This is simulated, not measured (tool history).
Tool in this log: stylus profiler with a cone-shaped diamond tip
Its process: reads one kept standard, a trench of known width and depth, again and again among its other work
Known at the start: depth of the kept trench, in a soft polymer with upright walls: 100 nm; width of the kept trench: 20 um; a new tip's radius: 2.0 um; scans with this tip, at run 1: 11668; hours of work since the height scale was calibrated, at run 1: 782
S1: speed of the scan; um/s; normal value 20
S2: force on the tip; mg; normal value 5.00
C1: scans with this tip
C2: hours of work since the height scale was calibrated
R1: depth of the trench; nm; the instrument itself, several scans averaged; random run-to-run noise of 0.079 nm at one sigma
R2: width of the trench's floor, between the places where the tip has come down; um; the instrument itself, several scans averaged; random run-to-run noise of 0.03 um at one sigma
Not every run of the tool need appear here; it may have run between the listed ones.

run   hour  S1     S2     C1    C2      R1     R2
  1    0.0  20   5.00  11668   782  102.05  18.28
  2   15.2  20   5.00  11780   789  101.96  18.26
  3   27.0  20  12.75  11868   795  103.57  18.20
  4   37.2  20  12.75  11943   800  103.65  18.24
  5   49.4  20  12.75  12033   806  103.75  18.23
  6   63.7  20   3.51  12139   813  101.43  18.22
  7   77.1  20   6.32  12239   820  102.41  18.19
  8   97.0  20   6.32  12386   830  102.14  18.24
  9  112.5  20   5.00  12500   838  101.98  18.24
 10  132.4  20   5.00  12648   847  101.84  18.20
 11  155.3  20   5.00  12817   859  101.89  18.20
 12  177.9  20   5.00  12984   870  101.82  18.19
 13  195.3  20   5.00  13113   879  101.88  18.18
 14  205.8   5   5.00  13191   884  101.88  18.23
 15  225.5   5   2.20  13337   894  101.05  18.21
 16  244.2  20   5.00  13475   903  101.74  18.18
 17  261.3  14   9.59  13602   911  103.04  18.20
 18  271.4  36   2.97  13676   916  101.25  18.15
 19  294.4  36   2.97  13846   928  101.25  18.17
 20  308.6  22   4.25  13952   935  101.65  18.16
 21  324.3   9   2.92  14068   943  101.22  18.21
 22  337.0   7   4.72  14161   949  101.84  18.20
 23  354.6  33   3.88  14292   958  101.51  18.13
 24  371.9   8   2.98  14420   966  101.23  18.17
 25  386.3  18   1.81  14526   973  100.88  18.10
 26  409.1   6   2.78  14695   985  101.13  18.17
 27  429.7  59   2.00  14848   995  100.92  18.04
 28  440.5  60   5.22  14928  1000  102.04  18.12
 29  452.7   5   1.70  15018  1006  100.69  18.14
 30  473.5  18   2.84  15172  1017  101.20  18.13
 31  493.9  59  12.62  15323  1027  103.62  18.09

3 ways to go on from here, each from the tool as it stands after run 31. What would each give?
  A  514.5  59   4.10  15475  1037   ?   ?
  B  514.5  12   2.19  15475  1037   ?   ?
  C  514.5  17  14.39  15475  1037   ?   ?

run      R1     R2
  A  101.63  18.09
  B  100.85  18.13
  C  103.93  18.13
Take away the tool's hidden state, keep each run's random variation, and the runs would have read:
run      R1     R2
  A  101.80  18.69
  B  101.02  18.73
  C  104.10  18.73
